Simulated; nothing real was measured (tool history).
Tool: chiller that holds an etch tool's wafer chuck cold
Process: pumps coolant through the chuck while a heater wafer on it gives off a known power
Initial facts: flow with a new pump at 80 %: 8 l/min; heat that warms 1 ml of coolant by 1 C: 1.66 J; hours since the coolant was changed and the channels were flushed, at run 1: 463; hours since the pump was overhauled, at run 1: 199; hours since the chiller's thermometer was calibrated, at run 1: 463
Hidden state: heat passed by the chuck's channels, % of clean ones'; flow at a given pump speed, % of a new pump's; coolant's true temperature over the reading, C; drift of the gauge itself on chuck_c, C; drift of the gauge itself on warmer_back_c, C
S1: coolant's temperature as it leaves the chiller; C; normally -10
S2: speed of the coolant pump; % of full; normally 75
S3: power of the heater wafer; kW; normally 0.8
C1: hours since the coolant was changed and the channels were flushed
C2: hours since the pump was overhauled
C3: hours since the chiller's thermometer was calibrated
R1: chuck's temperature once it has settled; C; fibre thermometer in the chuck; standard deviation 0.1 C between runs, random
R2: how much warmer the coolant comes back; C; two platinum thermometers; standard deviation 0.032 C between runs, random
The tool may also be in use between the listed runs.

{"run": 1, "hour": 0.0, "S1": -10, "S2": 75, "S3": 0.8, "C1": 463, "C2": 199, "C3": 463, "R1": -3.3, "R2": 3.82}
{"run": 2, "hour": 128.4, "S1": -10, "S2": 75, "S3": 0.8, "C1": 591, "C2": 327, "C3": 591, "R1": -3.2, "R2": 3.88}
{"run": 3, "hour": 274.8, "S1": -10, "S2": 75, "S3": 0.8, "C1": 737, "C2": 473, "C3": 737, "R1": -3.3, "R2": 3.8}
{"run": 4, "hour": 459.6, "S1": -10, "S2": 75, "S3": 0.8, "C1": 922, "C2": 658, "C3": 922, "R1": -3.3, "R2": 3.8}
{"run": 5, "hour": 551.0, "S1": -10, "S2": 75, "S3": 0.8, "C1": 1014, "C2": 750, "C3": 1014, "R1": -3.4, "R2": 3.9}
{"run": 6, "hour": 671.5, "S1": -10, "S2": 75, "S3": 0.8, "C1": 1134, "C2": 870, "C3": 1134, "R1": -3.3, "R2": 3.87}
{"run": 7, "hour": 811.0, "S1": -10, "S2": 75, "S3": 0.8, "C1": 1274, "C2": 1010, "C3": 1274, "R1": -3.2, "R2": 3.88}
{"run": 8, "hour": 1010.9, "S1": -10, "S2": 75, "S3": 0.8, "C1": 1473, "C2": 1209, "C3": 1473, "R1": -3.3, "R2": 3.9}
{"run": 9, "hour": 1212.0, "S1": -10, "S2": 75, "S3": 0.8, "C1": 1675, "C2": 1411, "C3": 1675, "R1": -3.3, "R2": 3.89}
{"run": 10, "hour": 1337.3, "S1": -10, "S2": 78, "S3": 0.8, "C1": 1800, "C2": 1536, "C3": 1800, "R1": -3.5, "R2": 3.66}
{"run": 11, "hour": 1512.0, "S1": -10, "S2": 85, "S3": 0.8, "C1": 1974, "C2": 1711, "C3": 1974, "R1": -4.2, "R2": 3.39}
{"run": 12, "hour": 1641.7, "S1": -10, "S2": 68, "S3": 0.8, "C1": 2104, "C2": 1840, "C3": 2104, "R1": -2.5, "R2": 4.26}
{"run": 13, "hour": 1796.5, "S1": -10, "S2": 68, "S3": 0.8, "C1": 2259, "C2": 1995, "C3": 2259, "R1": -2.6, "R2": 4.26}
{"run": 14, "hour": 1885.6, "S1": -17, "S2": 68, "S3": 0.419, "C1": 2348, "C2": 2084, "C3": 2348, "R1": -13.2, "R2": 2.24}
{"run": 15, "hour": 2076.7, "S1": -10, "S2": 88, "S3": 0.891, "C1": 2539, "C2": 2275, "C3": 2539, "R1": -3.7, "R2": 3.66}
{"run": 16, "hour": 2228.6, "S1": -10, "S2": 88, "S3": 0.891, "C1": 2691, "C2": 2427, "C3": 2691, "R1": -3.6, "R2": 3.7}
{"run": 17, "hour": 2411.0, "S1": -10, "S2": 88, "S3": 0.92, "C1": 2874, "C2": 2610, "C3": 2874, "R1": -3.3, "R2": 3.81}
{"run": 18, "hour": 2614.6, "S1": -8, "S2": 75, "S3": 0.92, "C1": 3077, "C2": 2813, "C3": 3077, "R1": -0.3, "R2": 4.45}
{"run": 19, "hour": 2716.3, "S1": -8, "S2": 100, "S3": 0.482, "C1": 3179, "C2": 2915, "C3": 3179, "R1": -4.9, "R2": 1.74}
{"run": 20, "hour": 2883.8, "S1": 0, "S2": 94, "S3": 0.482, "C1": 3346, "C2": 3082, "C3": 3346, "R1": 3.2, "R2": 1.83}
{"run": 21, "hour": 2974.9, "S1": -2, "S2": 94, "S3": 0.482, "C1": 3437, "C2": 3174, "C3": 3437, "R1": 1.2, "R2": 1.84}
{"run": 22, "hour": 3121.6, "S1": -14, "S2": 75, "S3": 0.858, "C1": 3584, "C2": 3320, "C3": 3584, "R1": -6.7, "R2": 4.19}
{"hour": 3251.9, "done": "chiller's thermometer calibrated"}
{"run": 23, "hour": 3277.1, "S1": -9, "S2": 62, "S3": 0.8, "C1": 3739, "C2": 3475, "C3": 25, "R1": -0.8, "R2": 4.65}
{"run": 24, "hour": 3414.8, "S1": -2, "S2": 75, "S3": 0.643, "C1": 3876, "C2": 3612, "C3": 163, "R1": 3.5, "R2": 3.03}
{"run": 25, "hour": 3582.7, "S1": -4, "S2": 75, "S3": 0.643, "C1": 4044, "C2": 3780, "C3": 331, "R1": 1.3, "R2": 3.15}

Alternative continuations, all from the tool just after run 25; predict every row:
{"run": "A", "hour": 3697.4, "S1": -5, "S2": 87, "S3": 0.444, "C1": 4159, "C2": 3895, "C3": 445, "R1": "?", "R2": "?"}
{"run": "B", "hour": 3697.4, "S1": -19, "S2": 98, "S3": 0.737, "C1": 4159, "C2": 3895, "C3": 445, "R1": "?", "R2": "?"}
{"run": "C", "hour": 3697.4, "S1": -4, "S2": 85, "S3": 0.72, "C1": 4159, "C2": 3895, "C3": 445, "R1": "?", "R2": "?"}

run=A R1=-2 R2=1.78
run=B R1=-14.3 R2=2.74
run=C R1=1.4 R2=3.05
Stripped of hidden state, with their random variation kept, the same runs would have yielded:
run=A R1=-2 R2=1.78
run=B R1=-14.3 R2=2.74
run=C R1=1.4 R2=3.05
